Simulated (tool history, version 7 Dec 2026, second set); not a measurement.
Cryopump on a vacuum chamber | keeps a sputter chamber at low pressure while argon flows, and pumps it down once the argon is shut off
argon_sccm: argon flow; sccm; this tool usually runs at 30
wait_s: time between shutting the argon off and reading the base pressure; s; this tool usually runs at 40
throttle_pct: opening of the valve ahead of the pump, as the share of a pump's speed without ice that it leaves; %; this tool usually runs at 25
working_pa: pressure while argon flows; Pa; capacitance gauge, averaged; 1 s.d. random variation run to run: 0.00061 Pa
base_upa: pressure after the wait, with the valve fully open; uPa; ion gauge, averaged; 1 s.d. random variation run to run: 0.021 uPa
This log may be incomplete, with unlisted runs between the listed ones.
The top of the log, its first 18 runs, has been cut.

| run | hour | argon_sccm | wait_s | throttle_pct | working_pa | base_upa |
|---|---|---|---|---|---|---|
| 19 | 585.8 | 32 | 37 | 18 | 0.1381 | 0.67 |
| 20 | 616.3 | 43 | 37 | 26 | 0.1313 | 0.68 |
| 21 | 657.5 | 18 | 82 | 23 | 0.0610 | 0.44 |
| 22 | 679.8 | 18 | 82 | 23 | 0.0622 | 0.49 |
| 23 | 719.6 | 18 | 82 | 23 | 0.0614 | 0.47 |
| 24 | 744.0 | 14 | 100 | 28 | 0.0400 | 0.43 |
| 25 | 777.4 | 42 | 49 | 22 | 0.1515 | 0.58 |
| 26 | 812.5 | 42 | 49 | 22 | 0.1516 | 0.61 |
| 27 | 845.6 | 42 | 49 | 22 | 0.1516 | 0.62 |
| 28 | 875.9 | 42 | 49 | 22 | 0.1524 | 0.63 |
| 29 | 896.6 | 21 | 32 | 50 | 0.0366 | 0.76 |
| 30 | 925.7 | 21 | 108 | 50 | 0.0362 | 0.42 |
| 31 | 965.2 | 14 | 25 | 18 | 0.0612 | 0.93 |
|  | 1011.3 | pump warmed up, emptied and cooled again |
| 32 | 1013.5 | 30 | 40 | 26 | 0.0856 | 0.61 |
| 33 | 1033.0 | 57 | 30 | 47 | 0.0890 | 0.75 |
| 34 | 1059.4 | 25 | 109 | 41 | 0.0454 | 0.36 |

What if the next run were any one of these 3? Each begins from the tool's condition after run 34:
| A | 1090.5 | 21 | 178 | 29 | ? | ? |
| B | 1090.5 | 19 | 36 | 41 | ? | ? |
| C | 1090.5 | 57 | 65 | 46 | ? | ? |

| run | working_pa | base_upa |
|---|---|---|
| A | 0.0537 | 0.28 |
| B | 0.0345 | 0.66 |
| C | 0.0917 | 0.48 |
Without the tool's unlogged condition, the same runs would have read:
| run | working_pa | base_upa |
|---|---|---|
| A | 0.0531 | 0.19 |
| B | 0.0339 | 0.56 |
| C | 0.0901 | 0.38 |

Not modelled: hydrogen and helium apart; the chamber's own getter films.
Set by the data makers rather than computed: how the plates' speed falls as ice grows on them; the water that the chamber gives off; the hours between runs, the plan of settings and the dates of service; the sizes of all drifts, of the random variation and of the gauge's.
